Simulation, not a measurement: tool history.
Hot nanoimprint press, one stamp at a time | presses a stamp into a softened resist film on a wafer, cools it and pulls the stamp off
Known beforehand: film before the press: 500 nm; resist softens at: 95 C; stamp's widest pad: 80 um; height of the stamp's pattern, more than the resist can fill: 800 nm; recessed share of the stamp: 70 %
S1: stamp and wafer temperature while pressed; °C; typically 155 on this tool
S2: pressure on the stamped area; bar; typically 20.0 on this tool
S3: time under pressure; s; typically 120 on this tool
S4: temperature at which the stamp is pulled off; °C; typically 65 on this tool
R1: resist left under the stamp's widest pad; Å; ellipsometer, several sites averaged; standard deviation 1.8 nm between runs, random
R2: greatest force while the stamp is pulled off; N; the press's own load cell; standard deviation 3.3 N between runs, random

run,hour,S1,S2,S3,S4,R1,R2
1,0.0,155,20.0,120,65,2506,191
# hour 4.6: plate thermocouple calibrated
2,19.7,155,20.0,170,65,2093,191
3,38.5,155,25.1,120,65,2140,185
4,49.7,155,25.1,120,65,2135,182
5,64.7,155,25.1,120,65,2095,199
# hour 79.2: plate thermocouple calibrated, once more
6,87.3,155,28.1,120,65,2402,218
7,107.3,155,28.1,120,65,2402,216
8,125.6,155,20.0,120,65,2767,222
9,142.0,155,20.0,92,65,3013,217
10,158.3,155,20.0,92,67,3003,216
11,176.2,155,20.0,92,67,2980,216
12,185.4,155,20.0,162,65,2516,234
13,198.9,155,20.0,162,65,2450,231
14,210.4,155,20.0,64,65,3296,238
15,219.3,155,20.0,64,65,3291,232
16,232.6,155,20.0,75,64,3208,242
17,247.0,155,20.0,75,64,3154,246
18,259.6,155,20.3,75,66,3129,231
19,270.8,155,20.0,169,50,2403,349
20,280.8,150,22.9,120,65,3170,228
# hour 303.1: stamp cleaned and given a new release coat
21,303.1,150,22.9,120,65,3173,156
22,318.8,150,28.6,120,51,2906,221
23,333.9,146,14.0,62,51,4527,209
24,342.2,167,20.0,198,63,1285,166
25,351.5,151,20.0,198,53,2779,220
26,369.7,167,20.0,204,53,1266,212
27,383.9,155,12.7,120,54,3222,219
28,393.5,155,12.7,120,54,3191,220
29,410.8,155,12.7,120,54,3206,220

Each row is a separate what-if for the run after 29, all from the same tool condition, not one after another. Results?
A,427.3,162,28.4,120,65,?,?
B,427.3,155,12.1,147,73,?,?
C,427.3,155,23.5,176,65,?,?

run,R1,R2
A,1644,165
B,3078,128
C,2173,162
Without the tool's hidden state the same runs would have given:
run,R1,R2
A,1717,157
B,3204,123
C,2279,153
